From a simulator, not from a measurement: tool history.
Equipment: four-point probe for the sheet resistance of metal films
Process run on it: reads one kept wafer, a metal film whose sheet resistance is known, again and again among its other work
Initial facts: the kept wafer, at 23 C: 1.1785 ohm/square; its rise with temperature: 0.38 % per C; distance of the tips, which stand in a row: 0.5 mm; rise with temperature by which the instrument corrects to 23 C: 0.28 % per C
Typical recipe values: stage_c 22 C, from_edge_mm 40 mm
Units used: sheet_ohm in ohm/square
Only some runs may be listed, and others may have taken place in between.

run   hour  stage_c  from_edge_mm  sheet_ohm
  1      0       22            40   1.186451
  2   30.3       22            18   1.186431
  3   48.1       32            18   1.198609
  4   67.2       32            18   1.198551
  5   85.1       32            18   1.198466
  6   97.7       22            40    1.18689
  7  122.2       22            40   1.186803
  8  141.7       22            40   1.186577
  9  167.1       22            40    1.18651
 10  185.4       23            40   1.187418
 11  207.9       23            43   1.187809
 12  224.4       23            43   1.188319
 13    240       21            40   1.185756
 14  253.7       21            40   1.185776
 15  279.8       21            40   1.185943
 16  292.4       21            40   1.185424
 17  307.5       21            40   1.185884
 18  336.8       22            40   1.187186
 19  361.8       22            14    1.18764
 20  383.8       26            58   1.191767
 21  407.3       33            53   1.199508
 22  436.9       25             5    1.19719
 23  463.7       25             5     1.1972
 24  481.9       19            25   1.183667
 25  510.9       31             5   1.204243
 26  537.3       31             6   1.201975
 27  562.7       31             6   1.202192
 28  576.5       18             4   1.191887
 29  600.4       23            48   1.189002
 30  618.3       30            33   1.196568
 31  641.9       30            33   1.196497
 32    668       30            33   1.196934
 33  695.2       30             4   1.206863
 34  725.5       30             4   1.206613
 35  738.4       34            16   1.202224
 36  757.3       28            23   1.194635

Difference, measured minus no-hidden-state, one row per run. Run-to-run variation is common to both terms; the gauge's own scatter need not be:
Hidden state present: inner tips' distance over the nominal, %; tips' flats over new ones', %; wafer's true temperature over the reading, C; drift of the gauge itself on sheet_ohm, %.
run  sheet_ohm
  1  +0.008983
  2  +0.009026
  3   +0.00914
  4  +0.009169
  5  +0.009196
  6  +0.009131
  7  +0.009165
  8  +0.009192
  9  +0.009225
 10   +0.00926
 11  +0.009299
 12  +0.009327
 13  +0.009329
 14  +0.009349
 15  +0.009388
 16  +0.009402
 17  +0.009429
 18   +0.00948
 19  +0.009522
 20  +0.009587
 21  +0.009676
 22  +0.009704
 23  +0.009746
 24  +0.009673
 25  +0.009871
 26  +0.009894
 27  +0.009933
 28   +0.00988
 29  +0.009891
 30  +0.009974
 31  +0.010008
 32  +0.010052
 33  +0.010168
 34  +0.010211
 35  +0.010194
 36  +0.010164
